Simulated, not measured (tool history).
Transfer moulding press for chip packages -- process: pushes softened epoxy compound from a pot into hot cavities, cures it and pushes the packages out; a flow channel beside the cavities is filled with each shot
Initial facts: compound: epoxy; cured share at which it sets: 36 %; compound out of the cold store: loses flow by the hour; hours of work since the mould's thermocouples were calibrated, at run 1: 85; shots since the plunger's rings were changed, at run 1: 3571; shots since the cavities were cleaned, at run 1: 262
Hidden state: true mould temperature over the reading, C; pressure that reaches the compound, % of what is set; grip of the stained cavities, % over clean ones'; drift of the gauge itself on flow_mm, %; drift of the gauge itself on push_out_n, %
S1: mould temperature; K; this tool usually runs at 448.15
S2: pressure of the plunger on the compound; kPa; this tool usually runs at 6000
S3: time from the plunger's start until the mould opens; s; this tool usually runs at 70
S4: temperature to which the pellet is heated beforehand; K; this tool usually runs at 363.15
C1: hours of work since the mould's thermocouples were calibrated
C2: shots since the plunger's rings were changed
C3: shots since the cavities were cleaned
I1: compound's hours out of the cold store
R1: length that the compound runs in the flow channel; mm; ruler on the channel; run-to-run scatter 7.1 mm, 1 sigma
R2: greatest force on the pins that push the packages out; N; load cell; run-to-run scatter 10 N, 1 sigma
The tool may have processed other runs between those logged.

run 1 hour=0 | S1=448.15 S2=6000 S3=70 S4=363.15 | C1=85 C2=3571 C3=262 | I1=17.8 | R1=796 R2=802
run 2 hour=11.6 | S1=448.15 S2=6000 S3=70 S4=363.15 | C1=90 C2=3697 C3=388 | I1=21.4 | R1=793 R2=890
run 3 hour=16.6 | S1=448.15 S2=6000 S3=70 S4=363.15 | C1=92 C2=3751 C3=442 | I1=44.4 | R1=716 R2=875
run 4 hour=28.3 | S1=448.15 S2=6000 S3=70 S4=363.15 | C1=97 C2=3878 C3=569 | I1=13.1 | R1=806 R2=1005
run 5 hour=35.5 | S1=448.15 S2=6000 S3=70 S4=363.15 | C1=100 C2=3957 C3=648 | I1=8.7 | R1=816 R2=1031
run 6 hour=41 | S1=448.15 S2=6000 S3=70 S4=363.15 | C1=103 C2=4017 C3=708 | I1=47 | R1=722 R2=975
-- hour=44.2 cavities cleaned with cleaning compound and waxed
run 7 hour=52 | S1=448.15 S2=6000 S3=61 S4=363.15 | C1=107 C2=4120 C3=85 | I1=22 | R1=775 R2=822
run 8 hour=63.3 | S1=448.15 S2=6000 S3=70 S4=363.15 | C1=111 C2=4243 C3=208 | I1=25.1 | R1=774 R2=752
run 9 hour=74.3 | S1=448.15 S2=6000 S3=70 S4=363.15 | C1=116 C2=4362 C3=327 | I1=37.8 | R1=746 R2=803
run 10 hour=79.5 | S1=448.15 S2=6000 S3=70 S4=363.15 | C1=118 C2=4419 C3=384 | I1=23.7 | R1=781 R2=885
run 11 hour=88.6 | S1=448.15 S2=6000 S3=70 S4=363.15 | C1=122 C2=4518 C3=483 | I1=32.3 | R1=746 R2=933
run 12 hour=97.6 | S1=448.15 S2=6000 S3=70 S4=363.15 | C1=126 C2=4616 C3=581 | I1=42.1 | R1=718 R2=984
run 13 hour=109.1 | S1=448.15 S2=6000 S3=70 S4=363.15 | C1=131 C2=4741 C3=706 | I1=10.5 | R1=810 R2=1059
-- hour=113 cavities cleaned with cleaning compound and waxed
run 14 hour=118.1 | S1=448.15 S2=6000 S3=70 S4=363.15 | C1=134 C2=4823 C3=56 | I1=9.2 | R1=804 R2=578
run 15 hour=125.4 | S1=448.15 S2=6000 S3=70 S4=363.15 | C1=137 C2=4902 C3=135 | I1=21.3 | R1=784 R2=689
run 16 hour=130.4 | S1=448.15 S2=6000 S3=70 S4=363.15 | C1=139 C2=4956 C3=189 | I1=15 | R1=807 R2=761
run 17 hour=136.9 | S1=455.15 S2=6710 S3=58 S4=358.15 | C1=142 C2=5028 C3=261 | I1=28.5 | R1=783 R2=800
run 18 hour=143.7 | S1=440.15 S2=5250 S3=70 S4=361.15 | C1=145 C2=5101 C3=334 | I1=31 | R1=735 R2=1467
run 19 hour=152.3 | S1=440.15 S2=5250 S3=70 S4=361.15 | C1=148 C2=5195 C3=428 | I1=9.2 | R1=795 R2=1689
run 20 hour=159.5 | S1=448.15 S2=7040 S3=70 S4=363.15 | C1=151 C2=5274 C3=507 | I1=21.9 | R1=826 R2=941
run 21 hour=165.1 | S1=448.15 S2=7040 S3=70 S4=363.15 | C1=154 C2=5334 C3=567 | I1=18 | R1=839 R2=1033
run 22 hour=174.3 | S1=448.15 S2=7040 S3=70 S4=363.15 | C1=157 C2=5435 C3=668 | I1=22.8 | R1=826 R2=1040
-- hour=181.8 cavities cleaned with cleaning compound and waxed
run 23 hour=187.4 | S1=448.15 S2=7040 S3=70 S4=363.15 | C1=162 C2=5561 C3=62 | I1=9.9 | R1=875 R2=599
run 24 hour=195.3 | S1=448.15 S2=7040 S3=70 S4=363.15 | C1=166 C2=5647 C3=148 | I1=9.2 | R1=868 R2=710
run 25 hour=204.8 | S1=453.15 S2=7040 S3=70 S4=363.15 | C1=170 C2=5749 C3=250 | I1=26.6 | R1=800 R2=634
run 26 hour=214.5 | S1=452.15 S2=7040 S3=53 S4=366.15 | C1=174 C2=5856 C3=357 | I1=18.3 | R1=819 R2=1327
run 27 hour=225.6 | S1=452.15 S2=7040 S3=94 S4=366.15 | C1=178 C2=5976 C3=477 | I1=30 | R1=784 R2=684
run 28 hour=230.5 | S1=452.15 S2=7040 S3=94 S4=366.15 | C1=180 C2=6029 C3=530 | I1=41.3 | R1=756 R2=696
run 29 hour=236.7 | S1=443.15 S2=6500 S3=77 S4=370.15 | C1=183 C2=6096 C3=597 | I1=34.7 | R1=777 R2=1065

4 options for the next run, each taken on its own from the tool as it stands now. Forecast them:
run A hour=246.7 | S1=443.15 S2=6750 S3=77 S4=370.15 | C1=187 C2=6206 C3=707 | I1=38.6 | R1=? R2=?
run B hour=246.7 | S1=443.15 S2=5380 S3=55 S4=370.15 | C1=187 C2=6206 C3=707 | I1=33.6 | R1=? R2=?
run C hour=246.7 | S1=452.15 S2=6520 S3=77 S4=370.15 | C1=187 C2=6206 C3=707 | I1=14.3 | R1=? R2=?
run D hour=246.7 | S1=448.15 S2=6000 S3=64 S4=363.15 | C1=187 C2=6206 C3=707 | I1=9.9 | R1=? R2=?

run=A R1=778 R2=1059
run=B R1=718 R2=2240
run=C R1=801 R2=787
run=D R1=797 R2=1251
With the hidden condition removed and each run's random variation left untouched, the same runs would have given:
run=A R1=829 R2=493
run=B R1=766 R2=1052
run=C R1=854 R2=362
run=D R1=850 R2=590
